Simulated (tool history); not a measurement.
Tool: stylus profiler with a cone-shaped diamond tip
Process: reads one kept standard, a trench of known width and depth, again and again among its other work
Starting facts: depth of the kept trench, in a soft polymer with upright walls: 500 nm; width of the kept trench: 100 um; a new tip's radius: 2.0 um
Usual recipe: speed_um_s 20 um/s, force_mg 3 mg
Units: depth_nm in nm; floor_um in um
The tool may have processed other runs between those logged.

{"run": 1, "hour": 0.0, "speed_um_s": 20, "force_mg": 3, "depth_nm": 505.17, "floor_um": 96.61}
{"run": 2, "hour": 99.4, "speed_um_s": 20, "force_mg": 2.51, "depth_nm": 505.02, "floor_um": 96.63}
{"run": 3, "hour": 225.2, "speed_um_s": 20, "force_mg": 2.51, "depth_nm": 505.12, "floor_um": 96.53}
{"run": 4, "hour": 287.1, "speed_um_s": 20, "force_mg": 2.51, "depth_nm": 505.3, "floor_um": 96.53}
{"run": 5, "hour": 351.0, "speed_um_s": 20, "force_mg": 2.51, "depth_nm": 505.27, "floor_um": 96.49}
{"run": 6, "hour": 441.8, "speed_um_s": 7, "force_mg": 3, "depth_nm": 505.79, "floor_um": 96.51}
{"run": 7, "hour": 513.9, "speed_um_s": 20, "force_mg": 3, "depth_nm": 506.1, "floor_um": 96.44}
{"run": 8, "hour": 591.6, "speed_um_s": 20, "force_mg": 3, "depth_nm": 506.25, "floor_um": 96.34}
{"run": 9, "hour": 705.2, "speed_um_s": 20, "force_mg": 3, "depth_nm": 506.47, "floor_um": 96.31}
{"run": 10, "hour": 806.0, "speed_um_s": 5, "force_mg": 3, "depth_nm": 506.64, "floor_um": 96.28}
{"run": 11, "hour": 886.9, "speed_um_s": 20, "force_mg": 2.34, "depth_nm": 506.02, "floor_um": 96.21}
{"run": 12, "hour": 977.5, "speed_um_s": 20, "force_mg": 4.54, "depth_nm": 508.18, "floor_um": 96.16}
{"run": 13, "hour": 1058.2, "speed_um_s": 20, "force_mg": 3, "depth_nm": 507, "floor_um": 96.12}
{"run": 14, "hour": 1120.9, "speed_um_s": 20, "force_mg": 1.25, "depth_nm": 505.33, "floor_um": 96.05}
{"run": 15, "hour": 1239.2, "speed_um_s": 20, "force_mg": 1.13, "depth_nm": 505.3, "floor_um": 95.97}
{"run": 16, "hour": 1321.3, "speed_um_s": 20, "force_mg": 1.13, "depth_nm": 505.32, "floor_um": 95.91}
{"run": 17, "hour": 1386.3, "speed_um_s": 20, "force_mg": 1.13, "depth_nm": 505.38, "floor_um": 95.95}
{"run": 18, "hour": 1454.8, "speed_um_s": 10, "force_mg": 3, "depth_nm": 507.51, "floor_um": 96.01}
{"run": 19, "hour": 1542.3, "speed_um_s": 10, "force_mg": 3, "depth_nm": 507.78, "floor_um": 95.94}
{"run": 20, "hour": 1623.4, "speed_um_s": 20, "force_mg": 3, "depth_nm": 507.84, "floor_um": 95.88}
{"hour": 1692.8, "done": "height scale calibrated on a step standard"}
{"run": 21, "hour": 1745.1, "speed_um_s": 20, "force_mg": 3, "depth_nm": 504.47, "floor_um": 95.79}
{"run": 22, "hour": 1813.7, "speed_um_s": 20, "force_mg": 3, "depth_nm": 504.59, "floor_um": 95.81}
{"run": 23, "hour": 1944.3, "speed_um_s": 20, "force_mg": 3, "depth_nm": 504.74, "floor_um": 95.75}
{"run": 24, "hour": 2005.9, "speed_um_s": 20, "force_mg": 3, "depth_nm": 504.84, "floor_um": 95.69}
{"run": 25, "hour": 2070.2, "speed_um_s": 20, "force_mg": 3, "depth_nm": 504.59, "floor_um": 95.67}
{"run": 26, "hour": 2210.3, "speed_um_s": 20, "force_mg": 3, "depth_nm": 505.32, "floor_um": 95.64}
{"run": 27, "hour": 2303.4, "speed_um_s": 20, "force_mg": 3, "depth_nm": 505.29, "floor_um": 95.63}
{"run": 28, "hour": 2363.2, "speed_um_s": 14, "force_mg": 4.6, "depth_nm": 506.69, "floor_um": 95.59}
{"run": 29, "hour": 2470.3, "speed_um_s": 14, "force_mg": 4.6, "depth_nm": 507.05, "floor_um": 95.6}
{"run": 30, "hour": 2614.6, "speed_um_s": 15, "force_mg": 1.55, "depth_nm": 504.45, "floor_um": 95.49}
{"run": 31, "hour": 2687.5, "speed_um_s": 21, "force_mg": 1.75, "depth_nm": 504.66, "floor_um": 95.39}
{"run": 32, "hour": 2805.9, "speed_um_s": 23, "force_mg": 8.16, "depth_nm": 509.76, "floor_um": 95.4}
{"run": 33, "hour": 2868.9, "speed_um_s": 69, "force_mg": 3, "depth_nm": 506.06, "floor_um": 95.16}
{"run": 34, "hour": 3011.1, "speed_um_s": 21, "force_mg": 3, "depth_nm": 506.45, "floor_um": 95.24}
{"run": 35, "hour": 3091.8, "speed_um_s": 21, "force_mg": 3, "depth_nm": 506.48, "floor_um": 95.2}
{"hour": 3201.9, "done": "new tip fitted, height scale calibrated"}
{"run": 36, "hour": 3222.8, "speed_um_s": 5, "force_mg": 2.32, "depth_nm": 503.55, "floor_um": 97.36}
{"run": 37, "hour": 3305.0, "speed_um_s": 17, "force_mg": 3, "depth_nm": 504.25, "floor_um": 97.23}
{"run": 38, "hour": 3385.2, "speed_um_s": 14, "force_mg": 3.61, "depth_nm": 504.88, "floor_um": 97.25}
{"run": 39, "hour": 3487.3, "speed_um_s": 14, "force_mg": 3.61, "depth_nm": 504.91, "floor_um": 97.18}
{"run": 40, "hour": 3571.4, "speed_um_s": 23, "force_mg": 1.27, "depth_nm": 502.94, "floor_um": 97.02}
{"run": 41, "hour": 3642.3, "speed_um_s": 23, "force_mg": 1.27, "depth_nm": 503.1, "floor_um": 96.99}
{"run": 42, "hour": 3710.1, "speed_um_s": 23, "force_mg": 1.27, "depth_nm": 503.05, "floor_um": 96.94}
{"run": 43, "hour": 3854.1, "speed_um_s": 24, "force_mg": 5.05, "depth_nm": 506.76, "floor_um": 96.92}
{"run": 44, "hour": 3971.1, "speed_um_s": 29, "force_mg": 1.47, "depth_nm": 503.63, "floor_um": 96.75}
{"run": 45, "hour": 4062.1, "speed_um_s": 29, "force_mg": 1.47, "depth_nm": 503.81, "floor_um": 96.64}

Measured result minus the same run's result without the hidden state. Both carry the same run-to-run variation, though not necessarily the same gauge scatter:
Unlogged tool condition in this case: radius of the tip, um; height scale over the true one, %; drift of the gauge itself on depth_nm, %; drift of the gauge itself on floor_um, %.
run=1 depth_nm=+1.21 floor_um=-0.62
run=2 depth_nm=+1.38 floor_um=-0.68
run=3 depth_nm=+1.59 floor_um=-0.74
run=4 depth_nm=+1.68 floor_um=-0.77
run=5 depth_nm=+1.79 floor_um=-0.8
run=6 depth_nm=+1.92 floor_um=-0.84
run=7 depth_nm=+2.03 floor_um=-0.87
run=8 depth_nm=+2.16 floor_um=-0.91
run=9 depth_nm=+2.36 floor_um=-0.97
run=10 depth_nm=+2.52 floor_um=-1.01
run=11 depth_nm=+2.65 floor_um=-1.05
run=12 depth_nm=+2.79 floor_um=-1.09
run=13 depth_nm=+2.91 floor_um=-1.14
run=14 depth_nm=+3.01 floor_um=-1.17
run=15 depth_nm=+3.2 floor_um=-1.22
run=16 depth_nm=+3.32 floor_um=-1.26
run=17 depth_nm=+3.43 floor_um=-1.28
run=18 depth_nm=+3.55 floor_um=-1.31
run=19 depth_nm=+3.68 floor_um=-1.35
run=20 depth_nm=+3.8 floor_um=-1.39
run=21 depth_nm=+0.4 floor_um=-1.43
run=22 depth_nm=+0.51 floor_um=-1.46
run=23 depth_nm=+0.72 floor_um=-1.52
run=24 depth_nm=+0.82 floor_um=-1.55
run=25 depth_nm=+0.91 floor_um=-1.57
run=26 depth_nm=+1.14 floor_um=-1.63
run=27 depth_nm=+1.3 floor_um=-1.67
run=28 depth_nm=+1.4 floor_um=-1.69
run=29 depth_nm=+1.56 floor_um=-1.74
run=30 depth_nm=+1.8 floor_um=-1.8
run=31 depth_nm=+1.91 floor_um=-1.83
run=32 depth_nm=+2.14 floor_um=-1.87
run=33 depth_nm=+2.23 floor_um=-1.89
run=34 depth_nm=+2.47 floor_um=-1.95
run=35 depth_nm=+2.6 floor_um=-1.98
run=36 depth_nm=+0.07 floor_um=+0.02
run=37 depth_nm=+0.2 floor_um=-0.03
run=38 depth_nm=+0.32 floor_um=-0.08
run=39 depth_nm=+0.48 floor_um=-0.14
run=40 depth_nm=+0.61 floor_um=-0.19
run=41 depth_nm=+0.72 floor_um=-0.23
run=42 depth_nm=+0.84 floor_um=-0.27
run=43 depth_nm=+1.08 floor_um=-0.36
run=44 depth_nm=+1.27 floor_um=-0.42
run=45 depth_nm=+1.43 floor_um=-0.46
